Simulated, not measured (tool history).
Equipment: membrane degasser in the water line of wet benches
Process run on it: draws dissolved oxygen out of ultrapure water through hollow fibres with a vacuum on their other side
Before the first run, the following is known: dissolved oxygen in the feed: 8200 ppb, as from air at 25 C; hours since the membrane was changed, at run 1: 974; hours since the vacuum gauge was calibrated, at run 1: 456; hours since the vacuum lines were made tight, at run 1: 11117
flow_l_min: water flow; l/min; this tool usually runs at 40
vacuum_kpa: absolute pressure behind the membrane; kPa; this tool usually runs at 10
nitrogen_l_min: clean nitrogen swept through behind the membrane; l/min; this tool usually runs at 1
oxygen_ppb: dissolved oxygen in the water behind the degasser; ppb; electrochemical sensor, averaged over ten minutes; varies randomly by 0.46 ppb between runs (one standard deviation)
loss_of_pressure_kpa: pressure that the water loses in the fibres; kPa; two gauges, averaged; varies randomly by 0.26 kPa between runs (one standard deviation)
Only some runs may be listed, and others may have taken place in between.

run    hour  flow_l_min  vacuum_kpa  nitrogen_l_min  hours since the membrane was changed  hours since the vacuum gauge was calibrated  hours since the vacuum lines were made tight  oxygen_ppb  loss_of_pressure_kpa
  1       0          40          10               1                                   974                                          456                                         11117       520.5                 68.81
  2   114.8          40          10               1                                  1088                                          570                                         11232       521.5                 69.16
  3   215.1          40          10               1                                  1189                                          671                                         11332         522                 68.86
  4   327.2          40          10            1.68                                  1301                                          783                                         11444       344.9                 68.62
  5   432.8          40          10               1                                  1406                                          888                                         11550       522.1                 68.51
  6   498.1          40          10               1                                  1472                                          954                                         11615         523                 69.08
  7   618.2          40          10               1                                  1592                                         1074                                         11735       523.8                 69.04
  8   751.6          40          10               1                                  1725                                         1207                                         11868       524.3                 68.58
  9   890.3          40         9.1               1                                  1864                                         1346                                         12007       458.8                 68.56
     1015.8  -- seals of the vacuum lines changed
 10  1024.9          40          10               1                                  1996                                         1479                                             9       525.2                 68.71
 11  1108.1          40          10            0.94                                  2080                                         1562                                            92       551.1                 68.56
 12  1189.5          40          10            0.94                                  2161                                         1643                                           174       551.8                 68.48
 13  1282.1          40        12.6               1                                  2254                                         1736                                           266       712.6                 69.06
 14  1401.7          40        12.6               1                                  2373                                         1855                                           386       712.1                 68.49
       1429  -- gauge calibrated
 15  1496.8          40        12.6               1                                  2468                                         1950                                           481       704.1                 68.72
 16  1559.2          40          10               1                                  2531                                         2013                                           543       520.6                 68.72
 17  1693.6          46          10            1.94                                  2665                                         2147                                           678       346.2                 79.37
 18  1782.8          46          10            1.94                                  2754                                         2236                                           767       346.1                 78.64
 19  1851.3          46          10            1.94                                  2823                                         2305                                           836       346.4                 78.65
 20  1968.1          46          10            1.94                                  2940                                         2422                                           952       346.2                 79.65
 21  2045.7          44        15.5               1                                  3017                                         2499                                          1030       972.9                 75.89
 22  2177.7          44        15.5               1                                  3149                                         2631                                          1162         974                 75.98
 23  2271.1          44        15.5               1                                  3243                                         2725                                          1255       972.5                 75.73
 24  2391.1          40        21.8            0.81                                  3363                                         2845                                          1375      1514.1                 68.81
 25  2518.7          45        21.8            0.81                                  3490                                         2972                                          1503      1643.6                 77.22
 26  2654.5          47        12.1             0.9                                  3626                                         3108                                          1639       824.4                 81.15
 27  2762.4          47        12.1             0.9                                  3734                                         3216                                          1747       824.5                 81.56
 28  2899.8          42        13.6            1.68                                  3871                                         3353                                          1884       543.3                 72.25
 29  2985.5          42        13.6            1.68                                  3957                                         3439                                          1970       542.2                 72.45
 30  3103.5          42        13.6            1.68                                  4075                                         3557                                          2088       543.1                 72.45
 31  3193.1          28          14            0.77                                  4165                                         3647                                          2177       755.2                 48.13

Consider 5 possible next runs. They are alternatives, not a sequence: every one starts from the tool as it was left by run 31. What does each give?
  A  3282.5          40        16.1               1                                  4254                                         3736                                          2267           ?                     ?
  B  3282.5          40          10            0.41                                  4254                                         3736                                          2267           ?                     ?
  C  3282.5          43          10            1.62                                  4254                                         3736                                          2267           ?                     ?
  D  3282.5          27         8.5            1.36                                  4254                                         3736                                          2267           ?                     ?
  E  3282.5          30         7.2            0.55                                  4254                                         3736                                          2267           ?                     ?

run  oxygen_ppb  loss_of_pressure_kpa
  A       956.3                 68.85
  B       969.9                 68.69
  C       382.8                 73.83
  D       233.5                 46.05
  E       399.9                 51.38
Without the tool's hidden state the same runs would have given:
run  oxygen_ppb  loss_of_pressure_kpa
  A       941.5                 68.83
  B       954.9                 68.68
  C       376.9                 73.82
  D       229.8                 46.04
  E       393.6                 51.37
